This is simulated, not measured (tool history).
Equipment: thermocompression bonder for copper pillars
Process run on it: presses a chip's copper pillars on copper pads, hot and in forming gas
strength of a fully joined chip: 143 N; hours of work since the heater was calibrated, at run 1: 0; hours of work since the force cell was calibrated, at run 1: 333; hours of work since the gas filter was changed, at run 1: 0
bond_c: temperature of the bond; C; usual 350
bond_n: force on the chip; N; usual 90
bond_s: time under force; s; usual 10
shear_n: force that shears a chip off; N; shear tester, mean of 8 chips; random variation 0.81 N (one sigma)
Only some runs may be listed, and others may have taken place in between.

| run | hour | bond_c | bond_n | bond_s | hours of work since the heater was calibrated | hours of work since the force cell was calibrated | hours of work since the gas filter was changed | shear_n |
|---|---|---|---|---|---|---|---|---|
| 1 | 0.0 | 350 | 90 | 10 | 0 | 333 | 0 | 63.4 |
| 2 | 48.7 | 350 | 90 | 10 | 39 | 372 | 39 | 64.9 |
| 3 | 93.0 | 350 | 60 | 10 | 74 | 407 | 74 | 41.7 |
| 4 | 150.2 | 350 | 60 | 10 | 120 | 453 | 120 | 40.7 |
| 5 | 217.7 | 350 | 90 | 10 | 174 | 507 | 174 | 61.0 |
| 6 | 270.5 | 350 | 90 | 10 | 216 | 549 | 216 | 59.3 |
| 7 | 349.9 | 350 | 90 | 10 | 279 | 612 | 279 | 58.7 |
|  | 384.7 | forming gas filter changed |
| 8 | 425.0 | 350 | 90 | 10 | 338 | 672 | 32 | 61.8 |
| 9 | 495.6 | 350 | 131 | 10 | 395 | 728 | 88 | 83.5 |
| 10 | 546.7 | 350 | 131 | 10 | 435 | 769 | 129 | 83.6 |
| 11 | 596.9 | 350 | 131 | 10 | 475 | 809 | 169 | 81.7 |
| 12 | 651.6 | 350 | 131 | 10 | 519 | 852 | 213 | 81.7 |
| 13 | 700.0 | 350 | 60 | 10 | 558 | 891 | 251 | 37.9 |
|  | 707.2 | heater calibrated with a thermocouple chip |
|  | 768.2 | forming gas filter changed |
| 14 | 786.9 | 350 | 60 | 10 | 63 | 958 | 15 | 39.1 |
|  | 834.2 | heater calibrated with a thermocouple chip, once more |
| 15 | 866.2 | 350 | 60 | 10 | 25 | 1020 | 76 | 40.6 |
| 16 | 926.9 | 362 | 60 | 10 | 74 | 1068 | 125 | 44.0 |
| 17 | 994.5 | 362 | 60 | 10 | 128 | 1122 | 179 | 43.1 |
| 18 | 1038.1 | 362 | 77 | 10 | 163 | 1157 | 214 | 56.1 |
| 19 | 1081.8 | 362 | 77 | 10 | 197 | 1192 | 248 | 56.4 |
| 20 | 1149.6 | 362 | 77 | 10 | 251 | 1246 | 302 | 53.6 |
|  | 1156.9 | forming gas filter changed |
| 21 | 1201.1 | 376 | 90 | 11 | 292 | 1286 | 35 | 73.8 |
| 22 | 1266.4 | 323 | 109 | 25 | 344 | 1339 | 87 | 80.3 |
| 23 | 1317.6 | 371 | 115 | 13 | 385 | 1379 | 128 | 92.7 |
| 24 | 1358.1 | 338 | 94 | 10 | 417 | 1412 | 160 | 56.0 |
| 25 | 1416.4 | 377 | 130 | 27 | 464 | 1458 | 207 | 116.1 |
| 26 | 1453.4 | 377 | 130 | 27 | 493 | 1488 | 236 | 113.5 |
| 27 | 1507.0 | 340 | 131 | 7 | 536 | 1530 | 279 | 65.6 |
|  | 1543.9 | forming gas filter changed |
| 28 | 1565.6 | 340 | 131 | 7 | 582 | 1577 | 17 | 68.7 |
| 29 | 1612.9 | 340 | 71 | 9 | 620 | 1614 | 55 | 40.4 |
| 30 | 1678.4 | 340 | 71 | 9 | 672 | 1666 | 107 | 40.6 |
| 31 | 1729.6 | 336 | 63 | 19 | 713 | 1707 | 148 | 44.9 |
|  | 1755.3 | force cell calibrated |
| 32 | 1773.0 | 353 | 90 | 11 | 746 | 14 | 181 | 62.4 |
| 33 | 1809.0 | 353 | 57 | 11 | 775 | 43 | 210 | 39.6 |
| 34 | 1889.9 | 353 | 57 | 11 | 840 | 107 | 275 | 37.9 |
|  | 1932.3 | forming gas filter changed |
| 35 | 1942.5 | 362 | 94 | 17 | 881 | 149 | 8 | 82.8 |
| 36 | 1987.4 | 362 | 94 | 17 | 917 | 185 | 44 | 82.7 |
| 37 | 2031.4 | 378 | 57 | 11 | 952 | 220 | 79 | 48.0 |
| 38 | 2080.6 | 326 | 62 | 19 | 991 | 259 | 118 | 43.0 |
| 39 | 2158.0 | 325 | 119 | 10 | 1053 | 321 | 180 | 63.0 |

For each run, the measured value with the value that run would have given without the tool's hidden condition subtracted. The run-to-run variation is shared by both, the gauge scatter possibly not:
The hidden state here: true temperature of the bond over the reading, C; force that reaches the chip, % of what is set; oxide that the forming gas leaves, % of the face; drift of the gauge itself on shear_n, %.
| run | shear_n |
|---|---|
| 1 | -0.4 |
| 2 | -1.1 |
| 3 | -1.1 |
| 4 | -1.6 |
| 5 | -3.1 |
| 6 | -3.7 |
| 7 | -4.6 |
| 8 | -2.1 |
| 9 | -3.5 |
| 10 | -4.5 |
| 11 | -5.2 |
| 12 | -6.1 |
| 13 | -3.8 |
| 14 | -2.4 |
| 15 | -2.1 |
| 16 | -2.8 |
| 17 | -3.4 |
| 18 | -4.7 |
| 19 | -5.2 |
| 20 | -5.8 |
| 21 | -3.8 |
| 22 | -5.2 |
| 23 | -6.1 |
| 24 | -5.2 |
| 25 | -7.7 |
| 26 | -8.4 |
| 27 | -7.9 |
| 28 | -4.8 |
| 29 | -3.8 |
| 30 | -4.4 |
| 31 | -5.4 |
| 32 | -4.8 |
| 33 | -3.6 |
| 34 | -4.2 |
| 35 | -3.6 |
| 36 | -4.3 |
| 37 | -3.5 |
| 38 | -3.9 |
| 39 | -6.3 |
